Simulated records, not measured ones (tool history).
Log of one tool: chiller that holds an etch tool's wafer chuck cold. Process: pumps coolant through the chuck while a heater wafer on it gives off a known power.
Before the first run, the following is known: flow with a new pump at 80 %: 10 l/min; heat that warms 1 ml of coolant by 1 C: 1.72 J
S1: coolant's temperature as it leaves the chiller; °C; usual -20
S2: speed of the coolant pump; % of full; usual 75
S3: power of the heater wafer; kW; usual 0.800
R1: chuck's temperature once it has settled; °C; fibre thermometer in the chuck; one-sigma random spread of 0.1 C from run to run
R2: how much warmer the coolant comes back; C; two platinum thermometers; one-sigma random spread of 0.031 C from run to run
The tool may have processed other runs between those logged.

run   hour   S1  S2     S3     R1    R2
  1    0.0  -20  75  0.800   -9.7  2.95
  2   40.1  -20  75  0.800   -9.7  2.96
  3   83.3  -20  75  0.547  -13.0  1.98
  4  108.7  -20  87  0.547  -13.8  1.68
  5  158.7  -20  87  0.547  -13.8  1.63
  6  200.2  -20  75  0.538  -13.1  1.95
  7  250.7  -20  75  0.800   -9.7  2.92
  8  284.3  -20  75  0.987   -7.3  3.63
  9  334.0  -20  75  0.800   -9.6  2.96
 10  360.8  -20  75  0.800   -9.7  2.89
 11  403.0  -20  75  0.800   -9.7  2.88
 12  438.8  -17  99  0.507  -11.9  1.31
 13  484.3  -17  72  0.754   -6.9  2.83
 14  531.1  -24  71  0.627  -15.6  2.32
 15  565.7  -20  71  0.456  -13.7  1.66
 16  618.0  -20  71  0.456  -13.6  1.61
 17  656.1  -20  71  0.456  -13.9  1.63
 18  684.1  -20  71  0.456  -13.9  1.56
 19  715.9  -27  71  0.663  -18.0  2.43
 20  745.8  -12  61  0.800    0.5  3.53
 21  798.6  -21  73  0.733  -11.3  2.64

Some steps in R2, run to run, broken into two amounts with sign: the step expected even without the hidden condition (settings, incoming material, random variation), and the rest, left for the hidden condition together with whatever gauge scatter is not in both the measured and the hidden-condition-free result:
The tool's hidden condition here consists of: heat passed by the chuck's channels, % of clean ones'; flow at a given pump speed, % of a new pump's; coolant's true temperature over the reading, C; drift of the gauge itself on chuck_c, C; drift of the gauge itself on warmer_back_c, C.
Run 6 -> 7: S3 0.538 -> 0.800. R2 +0.97 C: hidden state -0.02, all else +0.99.
Run 10 -> 11: settings left as they were, no log entry in between. R2 -0.01 C: hidden state -0.02, all else +0.01.
Run 11 -> 12: S1 -20 -> -17, S2 75 -> 99, S3 0.800 -> 0.507. R2 -1.57 C: hidden state -0.01, all else -1.56.
Run 12 -> 13: S2 99 -> 72, S3 0.507 -> 0.754. R2 +1.52 C: hidden state -0.01, all else +1.53.
